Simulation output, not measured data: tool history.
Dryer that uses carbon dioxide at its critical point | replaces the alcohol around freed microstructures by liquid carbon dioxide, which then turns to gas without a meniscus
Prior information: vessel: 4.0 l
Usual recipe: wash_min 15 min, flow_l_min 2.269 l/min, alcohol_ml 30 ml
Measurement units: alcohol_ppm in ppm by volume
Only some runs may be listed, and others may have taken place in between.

{"run": 1, "hour": 0.0, "wash_min": 15, "flow_l_min": 2.269, "alcohol_ml": 30, "alcohol_ppm": 32}
{"run": 2, "hour": 12.1, "wash_min": 15, "flow_l_min": 2.269, "alcohol_ml": 51, "alcohol_ppm": 33}
{"run": 3, "hour": 20.8, "wash_min": 15, "flow_l_min": 2.269, "alcohol_ml": 51, "alcohol_ppm": 40}
{"run": 4, "hour": 30.3, "wash_min": 15, "flow_l_min": 3.48, "alcohol_ml": 30, "alcohol_ppm": 17}
{"run": 5, "hour": 37.8, "wash_min": 15, "flow_l_min": 2.269, "alcohol_ml": 26, "alcohol_ppm": 37}
{"run": 6, "hour": 44.2, "wash_min": 15, "flow_l_min": 2.269, "alcohol_ml": 26, "alcohol_ppm": 32}
{"run": 7, "hour": 52.7, "wash_min": 15, "flow_l_min": 1.79, "alcohol_ml": 30, "alcohol_ppm": 91}
{"run": 8, "hour": 63.3, "wash_min": 15, "flow_l_min": 2.269, "alcohol_ml": 30, "alcohol_ppm": 36}
{"hour": 70.3, "done": "inlet filter changed"}
{"run": 9, "hour": 73.2, "wash_min": 15, "flow_l_min": 2.269, "alcohol_ml": 30, "alcohol_ppm": 28}
{"run": 10, "hour": 83.3, "wash_min": 13, "flow_l_min": 2.269, "alcohol_ml": 30, "alcohol_ppm": 38}
{"run": 11, "hour": 95.3, "wash_min": 21, "flow_l_min": 2.269, "alcohol_ml": 30, "alcohol_ppm": 21}
{"run": 12, "hour": 105.9, "wash_min": 21, "flow_l_min": 2.269, "alcohol_ml": 30, "alcohol_ppm": 18}
{"run": 13, "hour": 113.0, "wash_min": 15, "flow_l_min": 2.64, "alcohol_ml": 30, "alcohol_ppm": 21}
{"run": 14, "hour": 119.4, "wash_min": 15, "flow_l_min": 2.269, "alcohol_ml": 30, "alcohol_ppm": 27}
{"run": 15, "hour": 128.3, "wash_min": 15, "flow_l_min": 2.269, "alcohol_ml": 30, "alcohol_ppm": 30}
{"run": 16, "hour": 136.6, "wash_min": 17, "flow_l_min": 2.269, "alcohol_ml": 30, "alcohol_ppm": 29}
{"run": 17, "hour": 143.2, "wash_min": 17, "flow_l_min": 2.269, "alcohol_ml": 30, "alcohol_ppm": 35}
{"run": 18, "hour": 151.5, "wash_min": 17, "flow_l_min": 2.269, "alcohol_ml": 30, "alcohol_ppm": 36}
{"run": 19, "hour": 164.0, "wash_min": 17, "flow_l_min": 2.269, "alcohol_ml": 30, "alcohol_ppm": 43}
{"run": 20, "hour": 176.9, "wash_min": 17, "flow_l_min": 2.269, "alcohol_ml": 30, "alcohol_ppm": 25}
{"run": 21, "hour": 186.2, "wash_min": 17, "flow_l_min": 2.269, "alcohol_ml": 30, "alcohol_ppm": 32}
{"run": 22, "hour": 200.6, "wash_min": 14, "flow_l_min": 1.49, "alcohol_ml": 30, "alcohol_ppm": 150}
{"run": 23, "hour": 213.9, "wash_min": 15, "flow_l_min": 2.269, "alcohol_ml": 42, "alcohol_ppm": 52}
{"run": 24, "hour": 226.4, "wash_min": 15, "flow_l_min": 2.78, "alcohol_ml": 63, "alcohol_ppm": 40}
{"run": 25, "hour": 232.8, "wash_min": 15, "flow_l_min": 2.78, "alcohol_ml": 63, "alcohol_ppm": 33}
{"run": 26, "hour": 243.1, "wash_min": 17, "flow_l_min": 2.78, "alcohol_ml": 63, "alcohol_ppm": 25}
{"run": 27, "hour": 257.5, "wash_min": 17, "flow_l_min": 2.78, "alcohol_ml": 63, "alcohol_ppm": 41}
{"run": 28, "hour": 267.5, "wash_min": 17, "flow_l_min": 2.78, "alcohol_ml": 63, "alcohol_ppm": 39}
{"run": 29, "hour": 275.3, "wash_min": 15, "flow_l_min": 2.269, "alcohol_ml": 30, "alcohol_ppm": 46}
{"run": 30, "hour": 289.2, "wash_min": 13, "flow_l_min": 2.17, "alcohol_ml": 70, "alcohol_ppm": 127}
{"run": 31, "hour": 303.8, "wash_min": 13, "flow_l_min": 2.17, "alcohol_ml": 70, "alcohol_ppm": 128}
{"run": 32, "hour": 317.3, "wash_min": 13, "flow_l_min": 2.17, "alcohol_ml": 70, "alcohol_ppm": 135}
{"run": 33, "hour": 331.6, "wash_min": 13, "flow_l_min": 3.66, "alcohol_ml": 59, "alcohol_ppm": 39}
{"run": 34, "hour": 337.8, "wash_min": 13, "flow_l_min": 3.66, "alcohol_ml": 59, "alcohol_ppm": 46}
{"run": 35, "hour": 348.5, "wash_min": 12, "flow_l_min": 2.269, "alcohol_ml": 46, "alcohol_ppm": 122}
{"run": 36, "hour": 356.6, "wash_min": 12, "flow_l_min": 2.269, "alcohol_ml": 46, "alcohol_ppm": 128}

Branching from run 36: 5 alternative next runs. What would each branch give?
{"run": "A", "hour": 369.3, "wash_min": 18, "flow_l_min": 2.269, "alcohol_ml": 38, "alcohol_ppm": "?"}
{"run": "B", "hour": 369.3, "wash_min": 16, "flow_l_min": 3.4, "alcohol_ml": 34, "alcohol_ppm": "?"}
{"run": "C", "hour": 369.3, "wash_min": 18, "flow_l_min": 2.61, "alcohol_ml": 46, "alcohol_ppm": "?"}
{"run": "D", "hour": 369.3, "wash_min": 19, "flow_l_min": 1.89, "alcohol_ml": 104, "alcohol_ppm": "?"}
{"run": "E", "hour": 369.3, "wash_min": 12, "flow_l_min": 2.269, "alcohol_ml": 37, "alcohol_ppm": "?"}

run=A alcohol_ppm=53
run=B alcohol_ppm=43
run=C alcohol_ppm=43
run=D alcohol_ppm=86
run=E alcohol_ppm=112
With no hidden state in the tool, these same runs would have given:
run=A alcohol_ppm=12
run=B alcohol_ppm=7
run=C alcohol_ppm=6
run=D alcohol_ppm=21
run=E alcohol_ppm=35

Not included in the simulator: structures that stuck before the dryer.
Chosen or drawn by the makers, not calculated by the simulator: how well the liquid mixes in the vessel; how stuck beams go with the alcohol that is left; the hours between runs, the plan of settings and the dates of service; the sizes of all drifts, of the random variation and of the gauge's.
